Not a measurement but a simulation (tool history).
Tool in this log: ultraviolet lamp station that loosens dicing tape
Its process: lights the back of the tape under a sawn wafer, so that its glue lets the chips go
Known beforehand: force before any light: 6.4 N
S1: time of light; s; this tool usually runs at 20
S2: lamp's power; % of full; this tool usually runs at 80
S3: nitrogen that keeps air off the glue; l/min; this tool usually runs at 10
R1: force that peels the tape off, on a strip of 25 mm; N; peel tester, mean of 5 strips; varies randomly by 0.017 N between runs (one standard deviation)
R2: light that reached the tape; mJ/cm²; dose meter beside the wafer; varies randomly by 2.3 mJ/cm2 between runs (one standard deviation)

run   hour  S1  S2  S3     R1   R2
  1    0.0  20  80  10  1.063  213
  2   13.6  32  80  10  0.414  335
  3   33.3  17  80  10  1.329  179
  4   50.9  17  80  10  1.359  180
  5   68.3  20  80  10  1.040  205
  6   88.6  10  80  10  2.592  101
  7   99.3  10  80  10  2.577  101
  8  110.3  20  80   7  1.203  203
  9  119.2  20  80   7  1.198  201
 10  138.0  20  80   7  1.254  204
 11  149.7  20  80   7  1.190  200
 12  159.9  20  80  10  1.153  197
 13  181.2  20  80  10  1.140  196
 14  193.3  20  80  10  1.123  198
     208.7  -- window cleaned of glue's vapour
 15  209.7  20  80  10  1.225  192
 16  229.3  20  80  10  1.231  188
 17  243.2  20  80  10  1.240  187
     245.5  -- window cleaned of glue's vapour, once more
 18  254.0  20  80  10  1.084  206
 19  269.3  20  80  10  1.081  202
 20  287.2  20  80  10  1.111  200
 21  297.0  20  80  10  1.076  202
 22  316.3  20  80  10  1.104  201
 23  335.2  22  83   4  1.287  223
 24  354.4  33  83   7  0.465  331
 25  363.2  33  83   7  0.451  336
 26  372.4  20  80  10  1.126  194
 27  381.9  20  63  10  1.613  150
 28  395.9  20  63  10  1.646  151
 29  415.4  15  61  10  2.400  114
 30  436.3  11  61   3  3.602   79
 31  453.1  11  85   8  2.459  109
 32  472.1  11  85   8  2.482  109
 33  482.5  20  75  10  1.315  175
 34  491.7  12  88   8  2.236  119
 35  510.4  12  81  10  2.355  115

Run 36 is up next; what results do you expect?
 36  520.4  12  81  10   ?   ?

{"run 36": {"R1": 2.337, "R2": 112}}
Minus the tool's unlogged condition, the same run would have read R1 1.728 N, R2 147 mJ/cm².

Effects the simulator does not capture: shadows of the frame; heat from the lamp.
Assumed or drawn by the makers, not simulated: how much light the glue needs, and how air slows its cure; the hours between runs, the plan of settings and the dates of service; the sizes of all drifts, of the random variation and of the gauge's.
